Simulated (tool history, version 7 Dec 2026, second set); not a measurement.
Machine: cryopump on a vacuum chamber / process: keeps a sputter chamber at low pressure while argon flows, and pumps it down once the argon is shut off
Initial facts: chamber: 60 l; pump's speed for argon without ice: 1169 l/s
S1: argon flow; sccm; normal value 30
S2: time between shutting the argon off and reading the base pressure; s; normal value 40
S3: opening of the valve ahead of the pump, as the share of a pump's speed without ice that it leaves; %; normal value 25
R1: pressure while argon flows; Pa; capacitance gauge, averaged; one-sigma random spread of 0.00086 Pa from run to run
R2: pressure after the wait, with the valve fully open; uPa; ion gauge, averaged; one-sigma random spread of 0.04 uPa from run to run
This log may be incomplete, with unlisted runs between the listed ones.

{"run": 1, "day": 0.0, "S1": 30, "S2": 40, "S3": 25, "R1": 0.1786, "R2": 4.38}
{"run": 2, "day": 0.817, "S1": 23, "S2": 40, "S3": 25, "R1": 0.1382, "R2": 4.49}
{"run": 3, "day": 1.492, "S1": 23, "S2": 40, "S3": 25, "R1": 0.1362, "R2": 4.36}
{"run": 4, "day": 2.254, "S1": 30, "S2": 40, "S3": 25, "R1": 0.1804, "R2": 4.4}
{"run": 5, "day": 2.821, "S1": 30, "S2": 40, "S3": 25, "R1": 0.1788, "R2": 4.42}
{"run": 6, "day": 3.346, "S1": 14, "S2": 40, "S3": 25, "R1": 0.0842, "R2": 4.46}
{"run": 7, "day": 4.212, "S1": 30, "S2": 55, "S3": 25, "R1": 0.1796, "R2": 3.91}
{"run": 8, "day": 4.617, "S1": 30, "S2": 270, "S3": 25, "R1": 0.1794, "R2": 2.7}
{"run": 9, "day": 5.388, "S1": 30, "S2": 270, "S3": 25, "R1": 0.179, "R2": 2.69}
{"run": 10, "day": 5.812, "S1": 30, "S2": 40, "S3": 25, "R1": 0.1798, "R2": 4.61}
{"day": 6.521, "done": "leaking fittings of the chamber tightened, without venting"}
{"run": 11, "day": 6.562, "S1": 30, "S2": 22, "S3": 25, "R1": 0.179, "R2": 3.97}
{"run": 12, "day": 7.304, "S1": 30, "S2": 22, "S3": 25, "R1": 0.1813, "R2": 3.98}
{"run": 13, "day": 8.008, "S1": 30, "S2": 22, "S3": 25, "R1": 0.1807, "R2": 3.99}
{"run": 14, "day": 8.508, "S1": 30, "S2": 22, "S3": 25, "R1": 0.1796, "R2": 4.16}
{"run": 15, "day": 9.042, "S1": 42, "S2": 112, "S3": 30, "R1": 0.2123, "R2": 1.1}
{"run": 16, "day": 9.642, "S1": 30, "S2": 29, "S3": 39, "R1": 0.118, "R2": 3.11}
{"run": 17, "day": 10.396, "S1": 30, "S2": 228, "S3": 19, "R1": 0.2366, "R2": 0.78}
{"run": 18, "day": 10.783, "S1": 30, "S2": 228, "S3": 19, "R1": 0.2357, "R2": 0.74}
{"run": 19, "day": 11.267, "S1": 14, "S2": 40, "S3": 25, "R1": 0.0855, "R2": 2.4}
{"run": 20, "day": 11.692, "S1": 51, "S2": 241, "S3": 41, "R1": 0.1926, "R2": 0.73}
{"run": 21, "day": 12.388, "S1": 51, "S2": 37, "S3": 46, "R1": 0.1729, "R2": 2.59}
{"run": 22, "day": 12.875, "S1": 51, "S2": 168, "S3": 46, "R1": 0.1727, "R2": 0.89}
{"run": 23, "day": 13.388, "S1": 30, "S2": 252, "S3": 28, "R1": 0.1628, "R2": 0.75}
{"run": 24, "day": 14.125, "S1": 30, "S2": 252, "S3": 28, "R1": 0.1622, "R2": 0.75}
{"run": 25, "day": 14.875, "S1": 30, "S2": 252, "S3": 28, "R1": 0.1621, "R2": 0.77}
{"run": 26, "day": 15.371, "S1": 30, "S2": 252, "S3": 28, "R1": 0.1622, "R2": 0.75}
{"run": 27, "day": 16.271, "S1": 30, "S2": 252, "S3": 28, "R1": 0.1627, "R2": 0.78}

Here are 5 independent what-if runs from the current tool condition. What would each one return?
{"run": "A", "day": 16.817, "S1": 50, "S2": 138, "S3": 20, "R1": "?", "R2": "?"}
{"run": "B", "day": 16.817, "S1": 27, "S2": 117, "S3": 46, "R1": "?", "R2": "?"}
{"run": "C", "day": 16.817, "S1": 15, "S2": 40, "S3": 25, "R1": "?", "R2": "?"}
{"run": "D", "day": 16.817, "S1": 41, "S2": 165, "S3": 42, "R1": "?", "R2": "?"}
{"run": "E", "day": 16.817, "S1": 56, "S2": 64, "S3": 47, "R1": "?", "R2": "?"}

run=A R1=0.3745 R2=1.04
run=B R1=0.0927 R2=1.14
run=C R1=0.0917 R2=2.41
run=D R1=0.1539 R2=0.96
run=E R1=0.1863 R2=1.7
Stripped of hidden state, with their random variation kept, the same runs would have yielded:
run=A R1=0.3604 R2=0.83
run=B R1=0.085 R2=0.94
run=C R1=0.0875 R2=2.21
run=D R1=0.1422 R2=0.75
run=E R1=0.1706 R2=1.49
